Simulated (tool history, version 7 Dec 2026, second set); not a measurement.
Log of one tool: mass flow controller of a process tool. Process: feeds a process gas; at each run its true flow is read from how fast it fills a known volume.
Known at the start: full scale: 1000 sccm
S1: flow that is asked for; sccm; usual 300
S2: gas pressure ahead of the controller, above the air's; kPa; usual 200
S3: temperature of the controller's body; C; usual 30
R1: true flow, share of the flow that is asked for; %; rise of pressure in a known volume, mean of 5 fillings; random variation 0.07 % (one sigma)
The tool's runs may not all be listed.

{"run": 1, "day": 0.0, "S1": 300, "S2": 200, "S3": 30, "R1": 99.11}
{"run": 2, "day": 4.212, "S1": 300, "S2": 200, "S3": 30, "R1": 99.1}
{"run": 3, "day": 7.746, "S1": 300, "S2": 200, "S3": 30, "R1": 99.18}
{"run": 4, "day": 10.096, "S1": 137, "S2": 200, "S3": 30, "R1": 99.16}
{"run": 5, "day": 14.2, "S1": 137, "S2": 200, "S3": 30, "R1": 99.25}
{"run": 6, "day": 19.275, "S1": 137, "S2": 200, "S3": 30, "R1": 99.26}
{"run": 7, "day": 22.738, "S1": 300, "S2": 200, "S3": 30, "R1": 99.09}
{"run": 8, "day": 27.7, "S1": 300, "S2": 200, "S3": 30, "R1": 99.09}
{"run": 9, "day": 30.454, "S1": 300, "S2": 200, "S3": 30, "R1": 99.16}
{"run": 10, "day": 33.721, "S1": 300, "S2": 200, "S3": 30, "R1": 99.17}
{"run": 11, "day": 37.817, "S1": 300, "S2": 200, "S3": 30, "R1": 99.13}
{"run": 12, "day": 40.104, "S1": 300, "S2": 200, "S3": 21, "R1": 98.93}
{"run": 13, "day": 43.342, "S1": 300, "S2": 200, "S3": 30, "R1": 99.16}
{"run": 14, "day": 46.604, "S1": 300, "S2": 200, "S3": 30, "R1": 99.34}
{"run": 15, "day": 50.475, "S1": 260, "S2": 266, "S3": 30, "R1": 99.33}
{"run": 16, "day": 54.167, "S1": 588, "S2": 250, "S3": 30, "R1": 99.51}
{"run": 17, "day": 57.079, "S1": 189, "S2": 250, "S3": 38, "R1": 99.81}
{"run": 18, "day": 60.154, "S1": 189, "S2": 275, "S3": 24, "R1": 99.25}
{"run": 19, "day": 62.467, "S1": 189, "S2": 275, "S3": 24, "R1": 99.26}
{"run": 20, "day": 67.392, "S1": 189, "S2": 154, "S3": 24, "R1": 99.18}
{"run": 21, "day": 70.883, "S1": 189, "S2": 154, "S3": 24, "R1": 99.22}
{"run": 22, "day": 75.888, "S1": 189, "S2": 154, "S3": 24, "R1": 99.31}
{"run": 23, "day": 79.338, "S1": 300, "S2": 245, "S3": 35, "R1": 99.68}
{"run": 24, "day": 84.071, "S1": 751, "S2": 245, "S3": 30, "R1": 99.91}
{"run": 25, "day": 88.408, "S1": 751, "S2": 245, "S3": 30, "R1": 99.98}
{"run": 26, "day": 92.638, "S1": 884, "S2": 200, "S3": 33, "R1": 100.21}

Run 27 comes next. What will it give?
{"run": 27, "day": 96.054, "S1": 839, "S2": 164, "S3": 36, "R1": "?"}

Run 27 gave R1 100.19 %.
Without the tool's hidden state the same run would have given R1 100.16 %.

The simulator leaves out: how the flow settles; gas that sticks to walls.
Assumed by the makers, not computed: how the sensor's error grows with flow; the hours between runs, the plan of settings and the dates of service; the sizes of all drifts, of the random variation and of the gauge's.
